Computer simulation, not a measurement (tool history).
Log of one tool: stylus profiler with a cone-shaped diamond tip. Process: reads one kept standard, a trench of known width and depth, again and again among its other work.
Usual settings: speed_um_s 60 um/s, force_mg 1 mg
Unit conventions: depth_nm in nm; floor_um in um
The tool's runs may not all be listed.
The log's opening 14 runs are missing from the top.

{"run": 15, "hour": 757.8, "speed_um_s": 77, "force_mg": 1, "depth_nm": 100.33, "floor_um": 17.71}
{"run": 16, "hour": 836.1, "speed_um_s": 77, "force_mg": 1, "depth_nm": 100.33, "floor_um": 17.66}
{"run": 17, "hour": 902.1, "speed_um_s": 77, "force_mg": 1, "depth_nm": 100.33, "floor_um": 17.68}
{"run": 18, "hour": 967.5, "speed_um_s": 60, "force_mg": 2.12, "depth_nm": 100.66, "floor_um": 17.96}
{"run": 19, "hour": 1039.1, "speed_um_s": 60, "force_mg": 2.12, "depth_nm": 100.67, "floor_um": 17.91}
{"run": 20, "hour": 1085.0, "speed_um_s": 189, "force_mg": 2.04, "depth_nm": 100.59, "floor_um": 17.27}
{"run": 21, "hour": 1152.6, "speed_um_s": 80, "force_mg": 0.84, "depth_nm": 100.21, "floor_um": 17.61}
{"run": 22, "hour": 1206.6, "speed_um_s": 80, "force_mg": 0.84, "depth_nm": 100.22, "floor_um": 17.51}
{"run": 23, "hour": 1282.6, "speed_um_s": 36, "force_mg": 0.57, "depth_nm": 100.09, "floor_um": 17.85}
{"run": 24, "hour": 1343.7, "speed_um_s": 212, "force_mg": 2.22, "depth_nm": 100.64, "floor_um": 17.1}
{"run": 25, "hour": 1380.9, "speed_um_s": 20, "force_mg": 0.53, "depth_nm": 100.06, "floor_um": 17.99}
{"run": 26, "hour": 1446.0, "speed_um_s": 20, "force_mg": 1.84, "depth_nm": 100.52, "floor_um": 18.04}
{"run": 27, "hour": 1527.3, "speed_um_s": 76, "force_mg": 1, "depth_nm": 100.24, "floor_um": 17.59}
{"run": 28, "hour": 1574.5, "speed_um_s": 115, "force_mg": 0.71, "depth_nm": 100.09, "floor_um": 17.15}
{"hour": 1609.1, "done": "height scale calibrated on a step standard"}
{"run": 29, "hour": 1650.5, "speed_um_s": 115, "force_mg": 0.71, "depth_nm": 100.43, "floor_um": 17.16}
{"run": 30, "hour": 1689.2, "speed_um_s": 95, "force_mg": 0.34, "depth_nm": 100.25, "floor_um": 16.97}
{"hour": 1759.7, "done": "new tip fitted, height scale calibrated"}
{"run": 31, "hour": 1767.5, "speed_um_s": 59, "force_mg": 1.5, "depth_nm": 100.65, "floor_um": 18.4}
{"run": 32, "hour": 1814.8, "speed_um_s": 152, "force_mg": 0.36, "depth_nm": 100.23, "floor_um": 16.85}
{"run": 33, "hour": 1859.7, "speed_um_s": 152, "force_mg": 0.36, "depth_nm": 100.19, "floor_um": 16.92}
{"run": 34, "hour": 1909.0, "speed_um_s": 60, "force_mg": 1.99, "depth_nm": 100.77, "floor_um": 18.4}
{"run": 35, "hour": 1966.1, "speed_um_s": 181, "force_mg": 1, "depth_nm": 100.46, "floor_um": 17.4}
{"run": 36, "hour": 2038.7, "speed_um_s": 181, "force_mg": 1, "depth_nm": 100.44, "floor_um": 17.36}
{"run": 37, "hour": 2071.9, "speed_um_s": 181, "force_mg": 1, "depth_nm": 100.41, "floor_um": 17.39}
{"run": 38, "hour": 2122.7, "speed_um_s": 181, "force_mg": 1, "depth_nm": 100.45, "floor_um": 17.36}

What if the next run were any one of these 5? Each begins from the tool's condition after run 38:
{"run": "A", "hour": 2166.9, "speed_um_s": 60, "force_mg": 2.13, "depth_nm": "?", "floor_um": "?"}
{"run": "B", "hour": 2166.9, "speed_um_s": 26, "force_mg": 1.13, "depth_nm": "?", "floor_um": "?"}
{"run": "C", "hour": 2166.9, "speed_um_s": 60, "force_mg": 2.91, "depth_nm": "?", "floor_um": "?"}
{"run": "D", "hour": 2166.9, "speed_um_s": 81, "force_mg": 1.21, "depth_nm": "?", "floor_um": "?"}
{"run": "E", "hour": 2166.9, "speed_um_s": 60, "force_mg": 0.88, "depth_nm": "?", "floor_um": "?"}

run=A depth_nm=100.76 floor_um=18.41
run=B depth_nm=100.44 floor_um=18.51
run=C depth_nm=100.97 floor_um=18.4
run=D depth_nm=100.51 floor_um=18.16
run=E depth_nm=100.39 floor_um=18.17
With no hidden state in the tool, these same runs would have given:
run=A depth_nm=100.86 floor_um=18.5
run=B depth_nm=100.54 floor_um=18.6
run=C depth_nm=101.07 floor_um=18.49
run=D depth_nm=100.61 floor_um=18.25
run=E depth_nm=100.49 floor_um=18.26

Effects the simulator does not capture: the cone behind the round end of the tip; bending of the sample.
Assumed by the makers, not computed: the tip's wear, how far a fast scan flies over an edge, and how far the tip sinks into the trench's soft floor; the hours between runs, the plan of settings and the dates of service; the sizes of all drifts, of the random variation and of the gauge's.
